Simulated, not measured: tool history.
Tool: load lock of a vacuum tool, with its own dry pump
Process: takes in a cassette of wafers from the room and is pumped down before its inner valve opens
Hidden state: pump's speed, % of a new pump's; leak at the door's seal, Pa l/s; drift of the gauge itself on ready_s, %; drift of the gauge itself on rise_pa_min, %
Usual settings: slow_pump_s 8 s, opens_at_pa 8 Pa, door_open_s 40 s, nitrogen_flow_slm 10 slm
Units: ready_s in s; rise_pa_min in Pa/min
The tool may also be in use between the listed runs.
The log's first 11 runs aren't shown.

run,day,slow_pump_s,opens_at_pa,door_open_s,nitrogen_flow_slm,hours that the pump has run since its overhaul,times that the door has closed on its seal,"incoming humidity of the room's air, %",ready_s,rise_pa_min
12,90.583,13,8,40,10,2335,14276,47.5,20.95,0.090
13,100.908,8,7,40,10,2582,14559,46.1,17.36,0.083
14,111.412,8,7,40,10,2834,14848,43.2,17.36,0.074
15,122.567,8,8,170,10,3102,15154,44.3,17.36,0.143
16,130.000,8,8,40,10,3281,15359,45.8,17.25,0.084
17,137.912,8,8,40,10,3470,15576,44.3,17.34,0.075
18,148.179,8,8,40,10,3717,15858,45.6,17.34,0.080
19,157.846,8,8,40,10,3949,16123,43.6,17.19,0.074
20,165.412,4,7,172,10,4130,16331,44.0,14.57,0.142
21,173.375,4,7,172,10,4322,16550,45.2,14.51,0.143
22,181.033,5,7,193,10,4505,16760,48.8,15.25,0.168
23,189.583,5,7,193,10,4711,16995,43.7,15.22,0.148
24,194.812,5,7,135,10,4836,17139,43.5,15.18,0.126
25,204.250,5,7,135,10,5063,17398,41.2,15.21,0.123
26,210.288,5,7,83,5,5207,17564,42.1,15.28,0.115
27,218.558,6,12,25,25,5406,17791,47.9,15.46,0.053
28,226.521,6,12,75,5,5597,18010,45.9,15.25,0.128
29,231.908,8,10,40,4,5726,18158,44.7,17.00,0.085
30,239.462,16,10,40,9,5908,18365,47.3,22.85,0.081
31,245.825,5,10,117,27,6060,18540,47.5,14.77,0.093
32,251.700,8,10,40,35,6201,18702,42.9,17.02,0.049
33,256.929,8,10,40,35,6327,18845,43.6,16.93,0.045
34,265.062,15,14,83,9,6522,19069,45.1,21.61,0.121
35,273.612,15,14,83,9,6727,19304,45.9,21.75,0.110
36,281.175,8,11,152,10,6909,19511,44.8,16.78,0.139

5 ways to go on from here, each from the tool as it stands after run 36. What would each give?
A,289.017,8,13,152,9,7097,19727,46.6,?,?
B,289.017,15,9,142,10,7097,19727,42.1,?,?
C,289.017,14,8,40,10,7097,19727,46.3,?,?
D,289.017,5,8,28,10,7097,19727,49.2,?,?
E,289.017,8,9,29,10,7097,19727,43.8,?,?

run,ready_s,rise_pa_min
A,16.60,0.147
B,22.25,0.128
C,21.76,0.080
D,15.17,0.076
E,17.02,0.067
Without the tool's hidden state the same runs would have given:
run,ready_s,rise_pa_min
A,16.60,0.146
B,22.25,0.127
C,21.76,0.080
D,15.17,0.076
E,17.02,0.066
